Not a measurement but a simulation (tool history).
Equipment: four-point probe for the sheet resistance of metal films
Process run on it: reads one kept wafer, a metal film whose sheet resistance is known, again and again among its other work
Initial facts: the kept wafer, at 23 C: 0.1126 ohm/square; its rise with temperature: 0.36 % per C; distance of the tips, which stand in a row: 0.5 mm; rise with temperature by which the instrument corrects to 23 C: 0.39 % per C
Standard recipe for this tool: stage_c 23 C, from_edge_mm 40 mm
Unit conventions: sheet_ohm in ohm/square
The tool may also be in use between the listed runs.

run 1 hour=0.0 | stage_c=23 from_edge_mm=40 | sheet_ohm=0.111614
run 2 hour=13.6 | stage_c=23 from_edge_mm=11 | sheet_ohm=0.111735
run 3 hour=36.0 | stage_c=23 from_edge_mm=31 | sheet_ohm=0.111652
run 4 hour=56.4 | stage_c=23 from_edge_mm=31 | sheet_ohm=0.111631
run 5 hour=68.9 | stage_c=23 from_edge_mm=31 | sheet_ohm=0.111704
run 6 hour=85.2 | stage_c=23 from_edge_mm=31 | sheet_ohm=0.111628
run 7 hour=95.5 | stage_c=23 from_edge_mm=31 | sheet_ohm=0.111617
run 8 hour=106.6 | stage_c=25 from_edge_mm=40 | sheet_ohm=0.111573
run 9 hour=117.8 | stage_c=25 from_edge_mm=40 | sheet_ohm=0.111569
run 10 hour=128.0 | stage_c=25 from_edge_mm=40 | sheet_ohm=0.111583
run 11 hour=137.9 | stage_c=23 from_edge_mm=11 | sheet_ohm=0.111777
run 12 hour=156.3 | stage_c=23 from_edge_mm=11 | sheet_ohm=0.111737
run 13 hour=178.7 | stage_c=23 from_edge_mm=9 | sheet_ohm=0.111768
run 14 hour=189.0 | stage_c=23 from_edge_mm=9 | sheet_ohm=0.111816
run 15 hour=203.1 | stage_c=23 from_edge_mm=40 | sheet_ohm=0.111619
run 16 hour=217.8 | stage_c=20 from_edge_mm=40 | sheet_ohm=0.111692
run 17 hour=228.3 | stage_c=20 from_edge_mm=40 | sheet_ohm=0.111742
run 18 hour=248.8 | stage_c=20 from_edge_mm=40 | sheet_ohm=0.111677
run 19 hour=269.9 | stage_c=20 from_edge_mm=57 | sheet_ohm=0.111700
run 20 hour=283.5 | stage_c=34 from_edge_mm=27 | sheet_ohm=0.111332
run 21 hour=299.7 | stage_c=24 from_edge_mm=31 | sheet_ohm=0.111591
run 22 hour=312.0 | stage_c=26 from_edge_mm=33 | sheet_ohm=0.111498
run 23 hour=331.1 | stage_c=18 from_edge_mm=25 | sheet_ohm=0.111801
run 24 hour=352.7 | stage_c=18 from_edge_mm=25 | sheet_ohm=0.111777
run 25 hour=364.9 | stage_c=32 from_edge_mm=18 | sheet_ohm=0.111393
run 26 hour=384.4 | stage_c=32 from_edge_mm=18 | sheet_ohm=0.111380
run 27 hour=398.6 | stage_c=32 from_edge_mm=12 | sheet_ohm=0.111495
run 28 hour=420.9 | stage_c=23 from_edge_mm=15 | sheet_ohm=0.111676
run 29 hour=432.9 | stage_c=23 from_edge_mm=15 | sheet_ohm=0.111620
run 30 hour=448.8 | stage_c=21 from_edge_mm=66 | sheet_ohm=0.111645
run 31 hour=461.5 | stage_c=27 from_edge_mm=6 | sheet_ohm=0.111887
run 32 hour=474.3 | stage_c=27 from_edge_mm=6 | sheet_ohm=0.111902
run 33 hour=494.1 | stage_c=27 from_edge_mm=6 | sheet_ohm=0.111898

Each row is a separate what-if for the run after 33, all from the same tool condition, not one after another. Results?
run A hour=515.6 | stage_c=28 from_edge_mm=3 | sheet_ohm=?
run B hour=515.6 | stage_c=24 from_edge_mm=10 | sheet_ohm=?
run C hour=515.6 | stage_c=27 from_edge_mm=25 | sheet_ohm=?

run=A sheet_ohm=0.113115
run=B sheet_ohm=0.111714
run=C sheet_ohm=0.111446
Had the tool no hidden state, the same runs would have come out as:
run=A sheet_ohm=0.114146
run=B sheet_ohm=0.112730
run=C sheet_ohm=0.112462
